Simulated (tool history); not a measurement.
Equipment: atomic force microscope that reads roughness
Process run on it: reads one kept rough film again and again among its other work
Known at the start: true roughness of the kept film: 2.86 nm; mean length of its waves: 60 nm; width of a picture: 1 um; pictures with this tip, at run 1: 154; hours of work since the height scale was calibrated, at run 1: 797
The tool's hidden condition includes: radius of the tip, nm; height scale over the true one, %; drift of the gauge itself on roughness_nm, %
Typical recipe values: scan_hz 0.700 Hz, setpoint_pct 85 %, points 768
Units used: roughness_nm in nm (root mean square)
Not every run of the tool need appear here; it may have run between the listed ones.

run    hour  scan_hz  setpoint_pct  points  pictures with this tip  hours of work since the height scale was calibrated  roughness_nm
  1     0.0    0.700            85     768                     154                                                  797         2.560
  2    25.5    0.700            85     772                     181                                                  810         2.538
  3    69.8    0.700            85     772                     227                                                  832         2.519
  4   100.2    3.657            85     768                     260                                                  848         2.166
      125.6  -- new tip fitted
  5   145.8    0.700            85     768                      21                                                  871         2.600
  6   186.8    0.700            85     768                      65                                                  892         2.593
  7   232.7    0.700            80     768                     113                                                  915         2.587
  8   277.1    0.700            85     768                     160                                                  938         2.566
  9   325.3    0.700            56     768                     211                                                  962         2.616
 10   348.3    0.700            56     768                     236                                                  974         2.604
 11   388.0    0.700            85     557                     278                                                  994         2.514
      392.6  -- new tip fitted
 12   412.8    0.700            85     557                      21                                                 1006         2.644
 13   450.9    0.700            79     768                      62                                                 1026         2.608
 14   493.0    1.416            85     768                     106                                                 1047         2.491
 15   544.4    2.311            85     768                     161                                                 1073         2.366
 16   587.5    0.700            85     310                     206                                                 1095         2.517
 17   622.8    0.700            85     310                     244                                                 1113         2.507
 18   655.8    0.700            85     768                     279                                                 1130         2.516
      659.2  -- new tip fitted
 19   696.5    0.700            85     768                      39                                                 1150         2.593
 20   732.6    0.700            85     768                      77                                                 1168         2.574
 21   757.2    0.700            85     768                     103                                                 1181         2.563
 22   793.6    0.700            85     269                     142                                                 1199         2.554
 23   837.9    0.700            85     269                     189                                                 1222         2.535
 24   875.1    0.700            85     269                     228                                                 1241         2.518
 25   916.0    0.700            85     601                     272                                                 1262         2.494
      926.8  -- new tip fitted
 26   958.2    0.591            85     601                      34                                                 1283         2.621
 27   994.5    0.700            81     768                      72                                                 1301         2.614
 28  1027.0    3.798            65     521                     106                                                 1318         2.488
 29  1063.7    2.058            70     323                     145                                                 1336         2.523
 30  1107.3    2.154            70     273                     192                                                 1359         2.485
 31  1132.6    2.154            70     273                     218                                                 1371         2.459
 32  1184.8    0.604            85     768                     274                                                 1398         2.511
     1194.2  -- new tip fitted
 33  1225.4    0.563            85     278                      33                                                 1418         2.615
 34  1267.0    0.563            85     278                      77                                                 1439         2.592
 35  1293.2    0.677            69     728                     105                                                 1453         2.635
     1313.9  -- height scale calibrated on a step standard
 36  1320.1    0.617            85     924                     132                                                    3         2.522
 37  1353.8    0.607            79     418                     168                                                   20         2.550
 38  1376.1    0.607            79     418                     191                                                   32         2.535
 39  1415.0    0.607            79     418                     233                                                   51         2.517
     1463.5  -- new tip fitted
 40  1467.7    0.538            77     360                       5                                                   78         2.615
 41  1511.0    0.700            69     768                      51                                                  100         2.598
 42  1545.5    1.493            85     450                      87                                                  117         2.422
 43  1575.2    0.757            85     768                     119                                                  132         2.506
     1590.2  -- height scale calibrated on a step standard, once more
 44  1623.5    1.429            56     454                     169                                                   17         2.634
 45  1653.3    1.429            56     454                     200                                                   32         2.599
 46  1704.4    0.700            64     807                     254                                                   58         2.605
     1731.9  -- new tip fitted
 47  1752.9    0.700            85     509                      22                                                   82         2.643
 48  1795.8    0.700            88     768                      68                                                  104         2.589
 49  1822.2    0.626            68     655                      95                                                  118         2.666
 50  1856.1    0.849            62     477                     131                                                  135         2.670
 51  1880.5    1.218            62     477                     157                                                  147         2.617
 52  1907.7    2.167            60     829                     186                                                  161         2.584
 53  1953.7    2.568            85     892                     235                                                  184         2.302

Consider 3 possible next runs. They are alternatives, not a sequence: every one starts from the tool as it was left by run 53. What does each give?
  A  1976.9    1.271            87     288                     259                                                  196             ?
  B  1976.9    0.700            85     982                     259                                                  196             ?
  C  1976.9    2.568            84     892                     259                                                  196             ?

run  roughness_nm
  A         2.441
  B         2.531
  C         2.343
With the hidden condition removed and each run's random variation left untouched, the same runs would have given:
run  roughness_nm
  A         2.574
  B         2.669
  C         2.470

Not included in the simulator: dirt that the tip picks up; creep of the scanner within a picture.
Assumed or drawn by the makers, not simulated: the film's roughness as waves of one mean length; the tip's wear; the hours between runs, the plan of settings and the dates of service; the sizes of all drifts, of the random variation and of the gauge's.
